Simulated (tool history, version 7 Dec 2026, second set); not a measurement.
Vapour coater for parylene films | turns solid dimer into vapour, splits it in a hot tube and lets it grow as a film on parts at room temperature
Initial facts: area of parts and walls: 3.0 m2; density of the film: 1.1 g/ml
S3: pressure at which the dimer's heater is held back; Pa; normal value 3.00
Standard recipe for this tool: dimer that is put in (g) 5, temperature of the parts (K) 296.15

{"run": 1, "hour": 0.0, "dimer that is put in (g)": 5, "temperature of the parts (K)": 296.15, "S3": 3.0, "thickness of the film (µm)": 1.0}
{"run": 2, "hour": 11.1, "dimer that is put in (g)": 5, "temperature of the parts (K)": 304.15, "S3": 3.0, "thickness of the film (µm)": 0.85}
{"run": 3, "hour": 29.0, "dimer that is put in (g)": 5, "temperature of the parts (K)": 304.15, "S3": 3.0, "thickness of the film (µm)": 0.88}
{"run": 4, "hour": 43.0, "dimer that is put in (g)": 5, "temperature of the parts (K)": 296.15, "S3": 3.0, "thickness of the film (µm)": 0.98}
{"run": 5, "hour": 57.4, "dimer that is put in (g)": 5, "temperature of the parts (K)": 296.15, "S3": 3.0, "thickness of the film (µm)": 1.0}
{"run": 6, "hour": 67.5, "dimer that is put in (g)": 5, "temperature of the parts (K)": 296.15, "S3": 3.0, "thickness of the film (µm)": 1.0}
{"run": 7, "hour": 84.9, "dimer that is put in (g)": 5, "temperature of the parts (K)": 296.15, "S3": 3.0, "thickness of the film (µm)": 1.0}
{"run": 8, "hour": 98.8, "dimer that is put in (g)": 4, "temperature of the parts (K)": 296.15, "S3": 3.0, "thickness of the film (µm)": 0.8}
{"run": 9, "hour": 112.5, "dimer that is put in (g)": 4, "temperature of the parts (K)": 296.15, "S3": 3.0, "thickness of the film (µm)": 0.81}
{"run": 10, "hour": 134.6, "dimer that is put in (g)": 5, "temperature of the parts (K)": 296.15, "S3": 5.95, "thickness of the film (µm)": 0.91}
{"run": 11, "hour": 147.5, "dimer that is put in (g)": 5, "temperature of the parts (K)": 296.15, "S3": 5.95, "thickness of the film (µm)": 0.89}
{"run": 12, "hour": 163.0, "dimer that is put in (g)": 5, "temperature of the parts (K)": 296.15, "S3": 5.71, "thickness of the film (µm)": 0.87}
{"run": 13, "hour": 174.1, "dimer that is put in (g)": 5, "temperature of the parts (K)": 296.15, "S3": 3.0, "thickness of the film (µm)": 1.0}
{"run": 14, "hour": 192.6, "dimer that is put in (g)": 5, "temperature of the parts (K)": 296.15, "S3": 3.0, "thickness of the film (µm)": 0.99}

Estimate the outcome of run 15 from the log above:
{"run": 15, "hour": 202.0, "dimer that is put in (g)": 5, "temperature of the parts (K)": 296.15, "S3": 3.0, "thickness of the film (µm)": "?"}

{"run 15": {"thickness of the film (µm)": 1.01}}
Had the tool carried no hidden state, the very same run would have given thickness of the film (µm) 1.01.
